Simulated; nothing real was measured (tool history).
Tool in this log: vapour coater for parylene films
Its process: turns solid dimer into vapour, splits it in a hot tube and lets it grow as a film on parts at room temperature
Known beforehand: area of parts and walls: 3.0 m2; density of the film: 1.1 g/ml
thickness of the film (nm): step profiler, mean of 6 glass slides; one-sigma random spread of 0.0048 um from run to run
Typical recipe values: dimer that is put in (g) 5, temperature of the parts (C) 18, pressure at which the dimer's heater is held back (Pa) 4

| run | hour | dimer that is put in (g) | temperature of the parts (C) | pressure at which the dimer's heater is held back (Pa) | thickness of the film (nm) |
|---|---|---|---|---|---|
| 1 | 0 | 5 | 18 | 4 | 864 |
| 2 | 58.6 | 5 | 13 | 4 | 1073 |
| 3 | 110.9 | 5 | 10 | 4 | 1223 |
| 4 | 153.6 | 5 | 10 | 4 | 1229 |
| 5 | 194 | 5 | 24 | 4 | 677 |
| 6 | 263.3 | 5 | 24 | 4 | 678 |
| 7 | 301.6 | 5 | 24 | 4 | 673 |
| 8 | 356.6 | 5 | 24 | 4 | 675 |
| 9 | 396.4 | 5 | 10 | 4 | 1222 |
| 10 | 462.8 | 5 | 20 | 4 | 808 |
| 11 | 533.8 | 7 | 18 | 4.76 | 1193 |
| 12 | 590.6 | 9 | 18 | 3.66 | 1592 |
| 13 | 635.7 | 4 | 18 | 5.73 | 655 |
| 14 | 672.6 | 6 | 25 | 9.54 | 694 |
| 15 | 711 | 6 | 18 | 7.12 | 968 |
| 16 | 773.8 | 3 | 18 | 2.97 | 544 |
|  | 804.7 | trap's valve overhauled |
| 17 | 816 | 3 | 17 | 2.66 | 573 |
| 18 | 854 | 4 | 13 | 2.32 | 949 |
| 19 | 893.8 | 4 | 13 | 2.32 | 952 |

Alternative continuations, all from the tool just after run 19; predict every row:
| A | 953.3 | 5 | 20 | 2.82 | ? |
| B | 953.3 | 3 | 18 | 2.17 | ? |
| C | 953.3 | 5 | 20 | 4 | ? |
| D | 953.3 | 2 | 15 | 10.45 | ? |

| run | thickness of the film (nm) |
|---|---|
| A | 856 |
| B | 575 |
| C | 818 |
| D | 348 |
Had the tool no hidden state, the same runs would have come out as:
| run | thickness of the film (nm) |
|---|---|
| A | 840 |
| B | 565 |
| C | 803 |
| D | 342 |

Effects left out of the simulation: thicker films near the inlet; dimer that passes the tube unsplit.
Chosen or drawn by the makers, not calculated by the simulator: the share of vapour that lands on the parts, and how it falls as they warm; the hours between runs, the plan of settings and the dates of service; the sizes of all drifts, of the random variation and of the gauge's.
